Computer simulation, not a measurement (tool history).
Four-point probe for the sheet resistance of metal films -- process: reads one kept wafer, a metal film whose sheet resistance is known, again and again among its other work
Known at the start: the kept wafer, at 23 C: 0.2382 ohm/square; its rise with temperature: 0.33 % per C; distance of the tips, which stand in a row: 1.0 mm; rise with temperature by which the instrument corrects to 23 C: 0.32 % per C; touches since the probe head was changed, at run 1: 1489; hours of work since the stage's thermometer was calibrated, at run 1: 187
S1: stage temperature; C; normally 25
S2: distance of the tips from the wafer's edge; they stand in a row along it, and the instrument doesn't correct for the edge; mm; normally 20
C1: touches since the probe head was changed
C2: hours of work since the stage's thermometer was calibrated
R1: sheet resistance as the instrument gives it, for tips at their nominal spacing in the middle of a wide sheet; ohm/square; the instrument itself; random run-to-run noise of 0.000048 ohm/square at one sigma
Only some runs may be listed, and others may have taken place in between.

run,day,S1,S2,C1,C2,R1
1,0.000,25,20,1489,187,0.238997
2,0.417,25,20,1976,194,0.239039
3,1.254,30,20,2950,210,0.239045
4,1.879,30,20,3682,221,0.239084
5,2.521,28,20,4427,232,0.239049
6,3.179,28,20,5195,244,0.238994
7,3.696,28,20,5800,254,0.239060
8,4.200,28,20,6385,263,0.238989
9,4.704,19,36,6977,272,0.238693
10,5.200,19,15,7552,281,0.239105
11,6.033,19,15,8525,296,0.239139
12,6.442,25,25,9001,303,0.238965
13,7.075,26,11,9739,315,0.239798
14,7.892,27,33,10693,330,0.238884

Consider 4 possible next runs. They are alternatives, not a sequence: every one starts from the tool as it was left by run 14. What does each give?
A,8.279,34,12,11146,337,?
B,8.279,18,69,11146,337,?
C,8.279,27,21,11146,337,?
D,8.279,27,33,11146,337,?

run,R1
A,0.239825
B,0.238620
C,0.239106
D,0.238836
Without the tool's unlogged condition, the same runs would have read:
run,R1
A,0.239327
B,0.238133
C,0.238613
D,0.238343

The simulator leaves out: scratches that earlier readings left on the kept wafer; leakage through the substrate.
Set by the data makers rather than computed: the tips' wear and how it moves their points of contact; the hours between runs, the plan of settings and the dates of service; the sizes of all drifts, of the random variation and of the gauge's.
